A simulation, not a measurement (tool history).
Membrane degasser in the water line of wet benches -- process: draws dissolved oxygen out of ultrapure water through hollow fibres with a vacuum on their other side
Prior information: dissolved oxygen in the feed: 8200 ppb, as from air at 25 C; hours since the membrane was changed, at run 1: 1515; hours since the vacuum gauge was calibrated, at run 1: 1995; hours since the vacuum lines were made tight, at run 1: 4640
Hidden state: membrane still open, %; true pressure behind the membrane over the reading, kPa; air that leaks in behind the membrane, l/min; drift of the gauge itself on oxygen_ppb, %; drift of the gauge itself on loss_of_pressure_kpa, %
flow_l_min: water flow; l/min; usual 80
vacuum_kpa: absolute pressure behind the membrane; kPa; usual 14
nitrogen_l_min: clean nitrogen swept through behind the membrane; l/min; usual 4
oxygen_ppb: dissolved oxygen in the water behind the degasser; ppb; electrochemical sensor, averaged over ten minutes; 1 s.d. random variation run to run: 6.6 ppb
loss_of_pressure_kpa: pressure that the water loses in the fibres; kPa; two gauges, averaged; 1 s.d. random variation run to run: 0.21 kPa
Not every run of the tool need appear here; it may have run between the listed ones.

run	hour	flow_l_min	vacuum_kpa	nitrogen_l_min	hours since the membrane was changed	hours since the vacuum gauge was calibrated	hours since the vacuum lines were made tight	oxygen_ppb	loss_of_pressure_kpa
1	0	80	14	4	1515	1995	4640	659.3	51.23
2	44.4	80	21.5	4	1559	2040	4684	915.9	51.28
3	86.8	80	21.5	4	1602	2082	4726	958.3	51.45
4	131.5	80	14	4	1646	2127	4771	667.9	51.05
5	163	80	14	4	1678	2158	4803	657.4	51.19
6	216.3	80	14	4	1731	2212	4856	661.9	51.42
7	270.5	80	14	4	1785	2266	4910	666.1	51.32
8	328.1	80	14	5.73	1843	2324	4968	534.1	51.06
9	386.3	60	14	4	1901	2382	5026	438.9	38.93
10	413.5	60	14	4	1928	2409	5053	449.3	38.69
11	444.6	80	14.6	4	1959	2440	5084	683.9	51.51
12	482.6	80	14.6	4	1997	2478	5122	693.9	51.13
13	525.4	80	10.3	4	2040	2521	5165	519.9	51.86
14	574.5	80	10.3	4	2089	2570	5214	520.8	51.74
15	619	80	10.3	4	2134	2614	5259	507.5	51.99
16	648.1	80	33.4	4	2163	2644	5288	1359.2	51.83
# hour 670: seals of the vacuum lines changed
17	698	80	11.5	4	2211	2691	28	568.7	51.45
18	729.8	86	12.4	4	2243	2723	60	661.7	56.08
19	776	86	12.4	4	2289	2769	106	654.7	55.9
20	817.4	58	14.6	4.06	2330	2811	147	441.9	37.79
21	857.8	58	32.4	6.77	2371	2851	188	637.5	38
22	893.2	80	30.6	6.54	2406	2887	223	894.8	52.42
23	933	80	30.6	6.54	2446	2926	263	922	52.44
24	991.1	115	9	6.54	2504	2985	321	687	75.16
25	1046.4	113	9	4.48	2559	3040	376	729	73.95
26	1084.1	82	17.5	7.14	2597	3078	414	586.3	53.49
27	1120.3	82	21.6	3.92	2633	3114	450	972.9	53.8
28	1151.3	102	10.5	4	2664	3145	481	745.4	66.87
29	1186	102	10.5	4	2699	3180	516	727.9	66.59
30	1229.5	88	14	4.83	2742	3223	559	683.2	57.41
# hour 1282.8: gauge calibrated
31	1286	88	14	4.83	2799	3279	616	687.2	56.31
32	1335.4	66	14	5.28	2848	3329	665	427.7	42.31

Alternative continuations, all from the tool just after run 32; predict every row:
A	1363.2	53	9.5	4.42	2876	3357	693	?	?
B	1363.2	51	14	9.59	2876	3357	693	?	?
C	1363.2	58	14	2.52	2876	3357	693	?	?
D	1363.2	52	14	2.83	2876	3357	693	?	?

run	oxygen_ppb	loss_of_pressure_kpa
A	245.9	33.94
B	195.5	32.91
C	602.7	37.03
D	485.2	33.4
Had the tool no hidden state, the same runs would have come out as:
run	oxygen_ppb	loss_of_pressure_kpa
A	245.4	33.84
B	195.1	32.83
C	602	36.93
D	484.7	33.31
